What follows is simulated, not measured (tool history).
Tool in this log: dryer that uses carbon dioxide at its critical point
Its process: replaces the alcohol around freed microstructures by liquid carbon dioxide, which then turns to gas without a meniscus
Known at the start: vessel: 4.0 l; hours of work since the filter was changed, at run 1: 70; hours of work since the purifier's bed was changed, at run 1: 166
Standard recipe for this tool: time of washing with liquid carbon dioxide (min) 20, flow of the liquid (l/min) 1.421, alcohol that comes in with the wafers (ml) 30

| run | day | time of washing with liquid carbon dioxide (min) | flow of the liquid (l/min) | alcohol that comes in with the wafers (ml) | hours of work since the filter was changed | hours of work since the purifier's bed was changed | alcohol left in the vessel before it's heated (ppm by volume) |
|---|---|---|---|---|---|---|---|
| 1 | 0.000 | 20 | 1.421 | 30 | 70 | 166 | 131 |
| 2 | 0.475 | 20 | 1.421 | 30 | 75 | 171 | 141 |
| 3 | 0.908 | 20 | 1.421 | 30 | 80 | 175 | 132 |
| 4 | 1.342 | 20 | 1.421 | 30 | 84 | 180 | 139 |
| 5 | 1.629 | 20 | 1.421 | 30 | 87 | 183 | 145 |
| 6 | 2.108 | 20 | 1.421 | 30 | 92 | 187 | 152 |
| 7 | 2.521 | 20 | 1.421 | 30 | 96 | 192 | 145 |
| 8 | 2.825 | 20 | 1.421 | 30 | 99 | 195 | 147 |
| 9 | 3.133 | 20 | 1.421 | 25 | 102 | 198 | 139 |
| 10 | 3.508 | 20 | 1.260 | 30 | 106 | 202 | 209 |
| 11 | 3.796 | 20 | 1.260 | 30 | 109 | 205 | 202 |
| 12 | 4.212 | 15 | 1.421 | 30 | 113 | 209 | 291 |
| 13 | 4.733 | 15 | 1.421 | 30 | 119 | 214 | 310 |
| 14 | 5.146 | 15 | 1.421 | 30 | 123 | 219 | 319 |
| 15 | 5.396 | 15 | 1.421 | 30 | 125 | 221 | 310 |
| 16 | 5.721 | 20 | 1.421 | 30 | 129 | 224 | 177 |
| 17 | 6.042 | 20 | 1.421 | 30 | 132 | 228 | 179 |
| 18 | 6.492 | 20 | 1.421 | 60 | 137 | 232 | 246 |
| 19 | 7.054 | 20 | 1.421 | 60 | 142 | 238 | 264 |
| 20 | 7.567 | 20 | 1.421 | 60 | 148 | 243 | 265 |
| 21 | 8.058 | 20 | 1.421 | 54 | 153 | 248 | 261 |
| 22 | 8.471 | 20 | 1.421 | 54 | 157 | 253 | 267 |
| 23 | 9.042 | 20 | 1.421 | 54 | 163 | 258 | 266 |
|  | 9.275 | inlet filter changed |
| 24 | 9.396 | 20 | 2.060 | 54 | 1 | 262 | 137 |
| 25 | 9.638 | 16 | 1.200 | 95 | 4 | 264 | 720 |
| 26 | 10.175 | 16 | 1.200 | 95 | 9 | 270 | 733 |
| 27 | 10.633 | 15 | 1.040 | 97 | 14 | 274 | 1413 |
| 28 | 11.112 | 16 | 1.330 | 30 | 19 | 279 | 273 |
| 29 | 11.429 | 16 | 1.330 | 30 | 22 | 282 | 268 |
| 30 | 11.954 | 20 | 2.370 | 40 | 27 | 288 | 148 |
| 31 | 12.375 | 24 | 1.270 | 62 | 32 | 292 | 202 |
| 32 | 12.742 | 24 | 1.270 | 65 | 35 | 296 | 201 |
| 33 | 13.279 | 20 | 1.520 | 30 | 41 | 301 | 181 |
| 34 | 13.825 | 20 | 1.160 | 95 | 47 | 307 | 495 |
| 35 | 14.154 | 13 | 1.070 | 30 | 50 | 310 | 823 |
| 36 | 14.479 | 13 | 2.410 | 30 | 53 | 314 | 170 |
| 37 | 14.933 | 13 | 1.310 | 24 | 58 | 318 | 430 |
| 38 | 15.283 | 19 | 1.310 | 24 | 61 | 322 | 238 |
| 39 | 15.525 | 17 | 2.280 | 56 | 64 | 324 | 172 |
| 40 | 16.025 | 31 | 1.770 | 56 | 69 | 329 | 160 |
| 41 | 16.304 | 31 | 1.770 | 56 | 72 | 332 | 171 |
| 42 | 16.754 | 20 | 0.940 | 85 | 77 | 337 | 969 |
| 43 | 17.062 | 20 | 0.940 | 85 | 80 | 340 | 1003 |
| 44 | 17.333 | 18 | 0.940 | 44 | 82 | 343 | 760 |
| 45 | 17.900 | 21 | 1.520 | 116 | 88 | 349 | 268 |
| 46 | 18.262 | 20 | 1.490 | 24 | 92 | 352 | 206 |

Here are 5 independent what-if runs from the current tool condition. What would each one return?
| A | 18.792 | 20 | 1.850 | 30 | 97 | 358 | ? |
| B | 18.792 | 24 | 1.120 | 101 | 97 | 358 | ? |
| C | 18.792 | 15 | 1.421 | 22 | 97 | 358 | ? |
| D | 18.792 | 20 | 1.340 | 24 | 97 | 358 | ? |
| E | 18.792 | 14 | 1.930 | 39 | 97 | 358 | ? |

| run | alcohol left in the vessel before it's heated (ppm by volume) |
|---|---|
| A | 193 |
| B | 427 |
| C | 316 |
| D | 226 |
| E | 258 |
Stripped of hidden state, with their random variation kept, the same runs would have yielded:
| run | alcohol left in the vessel before it's heated (ppm by volume) |
|---|---|
| A | 8 |
| B | 147 |
| C | 91 |
| D | 28 |
| E | 45 |

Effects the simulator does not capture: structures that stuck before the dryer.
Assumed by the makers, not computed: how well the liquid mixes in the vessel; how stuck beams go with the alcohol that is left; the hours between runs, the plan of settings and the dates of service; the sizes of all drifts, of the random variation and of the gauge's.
